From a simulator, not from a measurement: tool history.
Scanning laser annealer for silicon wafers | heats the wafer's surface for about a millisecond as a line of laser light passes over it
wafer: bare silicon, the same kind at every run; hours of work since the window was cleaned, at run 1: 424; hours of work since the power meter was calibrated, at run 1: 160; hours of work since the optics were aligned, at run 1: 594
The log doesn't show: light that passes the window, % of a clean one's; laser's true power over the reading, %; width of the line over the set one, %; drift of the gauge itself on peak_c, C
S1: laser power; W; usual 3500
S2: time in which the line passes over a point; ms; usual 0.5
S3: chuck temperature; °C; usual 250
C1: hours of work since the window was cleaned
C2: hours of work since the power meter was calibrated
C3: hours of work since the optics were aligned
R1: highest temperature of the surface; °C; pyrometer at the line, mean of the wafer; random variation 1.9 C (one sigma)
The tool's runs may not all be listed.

Run 1, hour 0: usual settings; C1 424; C2 160; C3 594. Result: R1 1054 °C.
Run 2, hour 5.4: usual settings but S3 243 °C; C1 427; C2 162; C3 597. Result: R1 1048 °C.
Run 3, hour 14: usual settings but S2 0.35 ms; C1 431; C2 166; C3 601. Result: R1 935 °C.
Run 4, hour 21.5: usual settings but S2 0.35 ms; C1 434; C2 170; C3 604. Result: R1 935 °C.
Run 5, hour 30.1: usual settings but S1 3279 W; C1 438; C2 174; C3 608. Result: R1 1002 °C.
Run 6, hour 34.5: usual settings but S3 260 °C; C1 440; C2 176; C3 610. Result: R1 1061 °C.
Run 7, hour 39.1: usual settings but S3 260 °C; C1 443; C2 178; C3 613. Result: R1 1060 °C.
Run 8, hour 44.2: usual settings but S3 260 °C; C1 445; C2 180; C3 615. Result: R1 1059 °C.
Run 9, hour 49.4: usual settings but S3 260 °C; C1 448; C2 183; C3 617. Result: R1 1059 °C.
Run 10, hour 55.4: usual settings but S3 260 °C; C1 450; C2 186; C3 620. Result: R1 1060 °C.
Run 11, hour 61.5: usual settings but S3 226 °C; C1 453; C2 189; C3 623. Result: R1 1027 °C.
Run 12, hour 66.2: usual settings but S3 226 °C; C1 455; C2 191; C3 625. Result: R1 1026 °C.
Run 13, hour 71.9: usual settings but S3 226 °C; C1 458; C2 194; C3 628. Result: R1 1029 °C.
Run 14, hour 78.3: usual settings but S3 226 °C; C1 461; C2 197; C3 631. Result: R1 1024 °C.
Run 15, hour 85.4: usual settings but S3 226 °C; C1 465; C2 200; C3 634. Result: R1 1023 °C.
Run 16, hour 91.6: usual settings but S3 226 °C; C1 468; C2 203; C3 637. Result: R1 1025 °C.
Run 17, hour 98.6: usual settings but S3 226 °C; C1 471; C2 206; C3 641. Result: R1 1022 °C.
Run 18, hour 105.1: usual settings but S3 279 °C; C1 474; C2 209; C3 644. Result: R1 1074 °C.
Run 19, hour 113.5: usual settings but S3 279 °C; C1 478; C2 213; C3 648. Result: R1 1075 °C.
Run 20, hour 118.5: usual settings but S3 231 °C; C1 480; C2 216; C3 650. Result: R1 1030 °C.
Run 21, hour 122.9: usual settings but S3 231 °C; C1 482; C2 218; C3 652. Result: R1 1029 °C.
Run 22, hour 126.8: usual settings but S3 231 °C; C1 484; C2 220; C3 654. Result: R1 1030 °C.
Run 23, hour 135.1: usual settings but S1 3176 W, S3 231 °C; C1 488; C2 223; C3 658. Result: R1 960 °C.
Run 24, hour 141.7: usual settings but S1 3559 W, S3 231 °C; C1 491; C2 227; C3 661. Result: R1 1043 °C.
Run 25, hour 147.2: usual settings but S2 0.601 ms; C1 494; C2 229; C3 664. Result: R1 1111 °C.
Run 26, hour 154.7: usual settings but S2 0.601 ms; C1 497; C2 233; C3 667. Result: R1 1113 °C.
Run 27, hour 160.7: usual settings but S1 3767 W, S2 0.461 ms, S3 211 °C; C1 500; C2 236; C3 670. Result: R1 1034 °C.
Run 28, hour 164.9: usual settings but S1 3767 W, S2 0.461 ms, S3 211 °C; C1 502; C2 238; C3 672. Result: R1 1033 °C.
Run 29, hour 172.5: usual settings but S1 3767 W, S2 0.461 ms, S3 211 °C; C1 506; C2 241; C3 676. Result: R1 1034 °C.
Run 30, hour 178.4: usual settings but S1 3363 W, S3 243 °C; C1 509; C2 244; C3 678. Result: R1 1009 °C.
Run 31, hour 182.1: usual settings but S1 3363 W, S3 243 °C; C1 510; C2 246; C3 680. Result: R1 1010 °C.
Run 32, hour 188.8: usual settings but S1 3410 W, S2 0.483 ms; C1 514; C2 249; C3 683. Result: R1 1013 °C.
Run 33, hour 195.2: usual settings but S2 0.577 ms; C1 517; C2 252; C3 686. Result: R1 1097 °C.
Run 34, hour 203.6: usual settings but S1 3222 W, S3 270 °C; C1 520; C2 256; C3 690. Result: R1 1004 °C.
Run 35, hour 208.9: usual settings but S1 3715 W, S3 221 °C; C1 523; C2 258; C3 693. Result: R1 1060 °C.
Run 36, hour 213.1: usual settings but S1 3588 W, S2 0.386 ms, S3 275 °C; C1 525; C2 260; C3 695. Result: R1 1005 °C.
Run 37, hour 218.2: usual settings but S1 3528 W, S2 0.363 ms; C1 527; C2 263; C3 697. Result: R1 950 °C.
Run 38, hour 222.8: usual settings but S1 3528 W, S2 0.363 ms; C1 530; C2 265; C3 700. Result: R1 950 °C.
Run 39, hour 228.4: usual settings but S1 3528 W, S2 0.363 ms; C1 532; C2 268; C3 702. Result: R1 948 °C.
Run 40, hour 232.6: usual settings but S1 3528 W, S2 0.363 ms; C1 534; C2 270; C3 704. Result: R1 944 °C.
Run 41, hour 236.7: usual settings but S1 3826 W, S3 272 °C; C1 536; C2 272; C3 706. Result: R1 1137 °C.
Run 42, hour 245.6: usual settings but S1 3731 W, S2 0.612 ms, S3 262 °C; C1 540; C2 276; C3 710. Result: R1 1181 °C.

Some steps in R1 between neighbouring runs. How much of each would the tool show without its hidden state too (settings, what came in, random variation), and how much is left for the hidden state, with any gauge scatter that isn't in both results?
Run 2 -> 3: S2 0.5 -> 0.35, S3 243 -> 250. R1 -113 °C: hidden state +4, all else -117.
Run 33 -> 34: S1 3500 -> 3222, S2 0.577 -> 0.5, S3 250 -> 270. R1 -93 °C: hidden state +4, all else -97.
Run 34 -> 35: S1 3222 -> 3715, S3 270 -> 221. R1 +56 °C: hidden state -5, all else +61.
Run 35 -> 36: S1 3715 -> 3588, S2 0.5 -> 0.386, S3 221 -> 275. R1 -55 °C: hidden state +6, all else -61.
Run 40 -> 41: S1 3528 -> 3826, S2 0.363 -> 0.5, S3 250 -> 272. R1 +193 °C: hidden state -8, all else +201.

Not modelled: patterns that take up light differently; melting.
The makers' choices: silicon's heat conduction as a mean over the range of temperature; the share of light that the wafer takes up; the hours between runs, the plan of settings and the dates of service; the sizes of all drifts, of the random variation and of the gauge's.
